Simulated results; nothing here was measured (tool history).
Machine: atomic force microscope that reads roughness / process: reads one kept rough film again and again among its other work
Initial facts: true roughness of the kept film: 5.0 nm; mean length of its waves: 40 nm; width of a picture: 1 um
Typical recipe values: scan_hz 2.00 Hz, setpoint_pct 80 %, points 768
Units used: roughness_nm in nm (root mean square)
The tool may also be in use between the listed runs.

run,day,scan_hz,setpoint_pct,points,roughness_nm
1,0.000,2.00,80,768,4.151
2,1.400,2.00,80,768,4.107
# day 2.946: new tip fitted
3,3.492,2.00,80,768,4.138
4,5.562,2.00,80,768,4.085
# day 6.375: new tip fitted
5,7.642,2.00,74,768,4.220
6,8.658,2.00,80,924,4.129
# day 9.712: new tip fitted
7,10.167,2.00,80,313,4.086
8,11.921,2.00,80,768,4.114
# day 13.125: new tip fitted
9,13.371,2.00,80,768,4.171
10,15.554,2.00,80,443,4.087
# day 16.500: new tip fitted
11,17.300,2.00,80,443,4.117
12,18.900,2.00,80,768,4.139
# day 19.883: new tip fitted
13,20.800,2.00,80,768,4.135
14,22.283,2.00,80,768,4.117
# day 23.250: new tip fitted
15,23.792,2.00,80,768,4.121
16,25.996,1.57,61,861,4.322
# day 26.592: new tip fitted
17,27.046,1.38,61,861,4.386
18,29.150,0.50,76,506,4.367
# day 29.958: new tip fitted
19,31.258,0.52,76,372,4.310
20,32.858,0.50,89,379,4.265
# day 33.292: new tip fitted
21,34.229,0.50,89,379,4.322
22,35.625,1.47,57,768,4.393
# day 36.592: new tip fitted
23,37.488,2.65,73,574,4.164
24,39.058,0.68,85,390,4.287
# day 39.971: new tip fitted
25,40.292,0.54,80,768,4.363
26,41.596,1.51,59,768,4.376
27,42.879,3.29,65,768,4.212
# day 43.304: new tip fitted
28,44.304,1.16,57,929,4.404
29,46.121,1.03,58,856,4.379

Each run again, without the hidden state but with its own random variation kept:
The tool's hidden condition here consists of: radius of the tip, nm; height scale over the true one, %; drift of the gauge itself on roughness_nm, %.
run,roughness_nm
1,4.153
2,4.117
3,4.141
4,4.100
5,4.227
6,4.142
7,4.089
8,4.126
9,4.172
10,4.099
11,4.121
12,4.151
13,4.141
14,4.132
15,4.123
16,4.338
17,4.389
18,4.381
19,4.317
20,4.282
21,4.327
22,4.406
23,4.169
24,4.301
25,4.365
26,4.385
27,4.228
28,4.410
29,4.396
